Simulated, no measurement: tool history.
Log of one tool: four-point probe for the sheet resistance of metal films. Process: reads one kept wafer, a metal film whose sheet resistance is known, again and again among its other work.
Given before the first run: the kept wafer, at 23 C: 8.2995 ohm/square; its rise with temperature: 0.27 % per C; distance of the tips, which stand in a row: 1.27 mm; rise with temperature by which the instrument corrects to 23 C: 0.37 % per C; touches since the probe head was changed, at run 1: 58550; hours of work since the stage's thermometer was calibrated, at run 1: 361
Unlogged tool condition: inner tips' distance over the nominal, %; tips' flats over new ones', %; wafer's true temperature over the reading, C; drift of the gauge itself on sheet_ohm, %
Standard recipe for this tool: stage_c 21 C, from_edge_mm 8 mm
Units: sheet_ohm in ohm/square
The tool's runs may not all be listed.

run    hour  stage_c  from_edge_mm  touches since the probe head was changed  hours of work since the stage's thermometer was calibrated  sheet_ohm
  1     0.0       21             8                                     58550                                                         361   8.454340
  2    40.0       21             8                                     59518                                                         384   8.455127
  3   100.7       21             8                                     60989                                                         418   8.457042
  4   140.1       21             8                                     61942                                                         440   8.455772
  5   215.7       19             8                                     63773                                                         483   8.470006
  6   266.0       19             8                                     64990                                                         512   8.472180
  7   354.4       19             8                                     67132                                                         562   8.469604
  8   425.6       21            27                                     68854                                                         602   8.348492
  9   508.0       21             8                                     70851                                                         649   8.452631
 10   592.8       21             8                                     72905                                                         697   8.450827
 11   678.3       21             8                                     74975                                                         745   8.447580
 12   761.9       21             8                                     76999                                                         793   8.451164
 13   822.0       21             8                                     78455                                                         827   8.446549
 14   875.7       21             8                                     79754                                                         857   8.451309
 15   913.7       21             8                                     80673                                                         879   8.451405
 16   970.1       21             8                                     82040                                                         911   8.448516
 17  1055.2       21            14                                     84100                                                         959   8.375668
 18  1140.9       21            14                                     86175                                                        1007   8.371841
 19  1216.1       21            14                                     87997                                                        1050   8.369502
 20  1306.5       21            14                                     90185                                                        1101   8.371607
 21  1348.8       21             8                                     91210                                                        1125   8.449258
 22  1425.0       19            39                                     93056                                                        1168   8.356937
 23  1470.3       26            19                                     94152                                                        1194   8.310548
 24  1510.1       18             7                                     95117                                                        1217   8.504591
 25  1556.6       19             4                                     96242                                                        1243   8.783670
 26  1646.7       35            26                                     98423                                                        1294   8.228505
 27  1705.7       33             8                                     99853                                                        1327   8.345210
 28  1773.3       22            28                                    101490                                                        1366   8.334385
 29  1831.4       30             7                                    102897                                                        1399   8.401418
 30  1878.1       35            26                                    104027                                                        1425   8.227641
     1886.2  -- stage's thermometer calibrated
 31  1931.4       27             8                                    105305                                                          26   8.390449
 32  1979.7       21            21                                    106476                                                          53   8.346174
 33  2069.7       21            66                                    108655                                                         104   8.329665
 34  2118.4       21            66                                    109833                                                         132   8.330249
 35  2190.1       25             8                                    111571                                                         172   8.406882
 36  2268.7       26             7                                    113473                                                         217   8.430918
 37  2320.8       23             9                                    114736                                                         246   8.400288
     2346.5  -- stage's thermometer calibrated, once more
 38  2389.0       25            10                                    116374                                                          24   8.371795
 39  2441.2       21            14                                    117638                                                          54   8.369392
 40  2522.1       22            55                                    119596                                                          99   8.326624
 41  2574.2       21            13                                    120859                                                         129   8.376973
 42  2657.4       21            12                                    122872                                                         176   8.383190

Consider 4 possible next runs. They are alternatives, not a sequence: every one starts from the tool as it was left by run 42. What does each give?
  A  2698.7       29             5                                    123874                                                         200          ?
  B  2698.7       31             8                                    123874                                                         200          ?
  C  2698.7       21             4                                    123874                                                         200          ?
  D  2698.7       21            13                                    123874                                                         200          ?

run  sheet_ohm
  A   8.542218
  B   8.359921
  C   8.759201
  D   8.374130
Stripped of hidden state, with their random variation kept, the same runs would have yielded:
run  sheet_ohm
  A   8.526757
  B   8.344767
  C   8.743362
  D   8.358931
